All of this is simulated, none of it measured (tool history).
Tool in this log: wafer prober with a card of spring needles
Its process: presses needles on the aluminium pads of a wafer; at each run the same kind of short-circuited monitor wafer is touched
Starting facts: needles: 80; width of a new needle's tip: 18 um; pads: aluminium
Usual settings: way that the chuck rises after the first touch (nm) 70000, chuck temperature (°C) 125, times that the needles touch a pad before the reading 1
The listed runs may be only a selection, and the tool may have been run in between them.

run    day  way that the chuck rises after the first touch (nm)  chuck temperature (°C)  times that the needles touch a pad before the reading  resistance of one needle with its contact and lead (mohm)  way that a needle slides on the pad (nm)
  1      0                                                70000                     125                                                      1                                                        226                                      9130
  2  0.488                                                70000                     125                                                      1                                                        249                                      9120
  3  0.829                                                70000                     125                                                      1                                                        257                                      9110
     1.108  -- tips cleaned on abrasive film
  4  1.154                                                70000                     125                                                      1                                                        228                                      9100
  5   1.45                                                70000                     125                                                      1                                                        240                                      9110
  6  1.721                                                70000                     125                                                      1                                                        249                                      9110
     2.204  -- tips cleaned on abrasive film
  7  2.208                                                70000                     125                                                      1                                                        228                                      9090
  8  2.642                                                70000                     125                                                      1                                                        247                                      9080
  9  2.992                                                70000                     125                                                      1                                                        257                                      9090
     3.283  -- tips cleaned on abrasive film
 10  3.342                                                70000                     125                                                      1                                                        230                                      9090
 11  3.608                                                70000                     104                                                      1                                                        237                                      9090
 12  4.142                                                68000                      44                                                      2                                                        232                                      8820
     4.362  -- tips cleaned on abrasive film
 13  4.533                                                65000                      39                                                      1                                                        222                                      8400
 14  4.892                                                65000                      39                                                      2                                                        226                                      8410
 15  5.175                                                52000                      97                                                      2                                                        259                                      6700
 16  5.429                                                87000                      28                                                      2                                                        217                                     11310
     5.471  -- tips cleaned on abrasive film
 17  5.808                                                53000                     125                                                      1                                                        263                                      6800
 18  6.042                                                82000                      97                                                      3                                                        223                                     10630

Predict the results of run 19:
     6.546  -- tips cleaned on abrasive film
 19  6.546                                                84000                      27                                                      2                                                          ?                                         ?

{"run 19": {"resistance of one needle with its contact and lead (mohm)": 200, "way that a needle slides on the pad (nm)": 10870}}
Were there no unlogged condition in the tool, this run, its random variation unchanged, would have produced resistance of one needle with its contact and lead (mohm) 198, way that a needle slides on the pad (nm) 11040.
